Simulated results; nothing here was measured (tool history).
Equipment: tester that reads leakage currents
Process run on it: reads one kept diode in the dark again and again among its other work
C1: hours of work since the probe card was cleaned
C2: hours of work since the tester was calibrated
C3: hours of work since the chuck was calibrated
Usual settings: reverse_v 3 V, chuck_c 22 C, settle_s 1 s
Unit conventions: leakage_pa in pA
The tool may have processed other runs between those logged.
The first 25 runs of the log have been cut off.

Run 26, hour 1373.4: usual settings but reverse_v 4.01 V, chuck_c 52 C, settle_s 5.07 s; C1 914; C2 1305; C3 290. Result: leakage_pa 113.71 pA.
Run 27, hour 1419.6: usual settings but reverse_v 13.18 V, settle_s 2.75 s; C1 934; C2 1325; C3 311. Result: leakage_pa 33.21 pA.
Run 28, hour 1483.2: usual settings but reverse_v 13.18 V, chuck_c 44 C, settle_s 7.91 s; C1 962; C2 1353; C3 338. Result: leakage_pa 110.06 pA.
Run 29, hour 1550.6: usual settings but reverse_v 16.32 V, chuck_c 44 C, settle_s 7.91 s; C1 992; C2 1383; C3 368. Result: leakage_pa 122.43 pA.
Run 30, hour 1615.4: usual settings but reverse_v 16.32 V, chuck_c 44 C, settle_s 7.91 s; C1 1020; C2 1411; C3 396. Result: leakage_pa 122.64 pA.
Run 31, hour 1690.7: usual settings but reverse_v 16.32 V, chuck_c 44 C, settle_s 7.91 s; C1 1053; C2 1444; C3 429. Result: leakage_pa 124.01 pA.
Run 32, hour 1733.2: usual settings but reverse_v 5.44 V, settle_s 3.58 s; C1 1072; C2 1463; C3 448. Result: leakage_pa 20.69 pA.
Run 33, hour 1782.9: usual settings but reverse_v 2.44 V, chuck_c 29 C, settle_s 4.69 s; C1 1094; C2 1485; C3 470. Result: leakage_pa 21.26 pA.
Run 34, hour 1858.9: usual settings but reverse_v 2.44 V, chuck_c 29 C, settle_s 4.69 s; C1 1127; C2 1518; C3 503. Result: leakage_pa 21.52 pA.
Run 35, hour 1928.9: usual settings but reverse_v 5.23 V, chuck_c 31 C, settle_s 0.64 s; C1 1158; C2 1549; C3 534. Result: leakage_pa 36.17 pA.
Run 36, hour 2002.5: usual settings but reverse_v 5.23 V, chuck_c 31 C, settle_s 0.64 s; C1 1190; C2 1581; C3 566. Result: leakage_pa 36.69 pA.
Run 37, hour 2082.5: usual settings but reverse_v 5.23 V, chuck_c 31 C, settle_s 0.64 s; C1 1225; C2 1616; C3 601. Result: leakage_pa 37.19 pA.

Here are 3 independent what-if runs from the current tool condition. What would each one return?
Run A, hour 2154.7: usual settings but reverse_v 5.23 V, chuck_c 31 C, settle_s 1.14 s; C1 1257; C2 1648; C3 633. Result: leakage_pa ?.
Run B, hour 2154.7: usual settings but reverse_v 1.43 V, settle_s 0.64 s; C1 1257; C2 1648; C3 633. Result: leakage_pa ?.
Run C, hour 2154.7: usual settings but reverse_v 1.26 V, chuck_c 31 C, settle_s 0.64 s; C1 1257; C2 1648; C3 633. Result: leakage_pa ?.

run  leakage_pa
  A       36.65
  B        11.4
  C        19.6
Without the tool's unlogged condition, the same runs would have read:
run  leakage_pa
  A       25.73
  B        8.23
  C       15.73
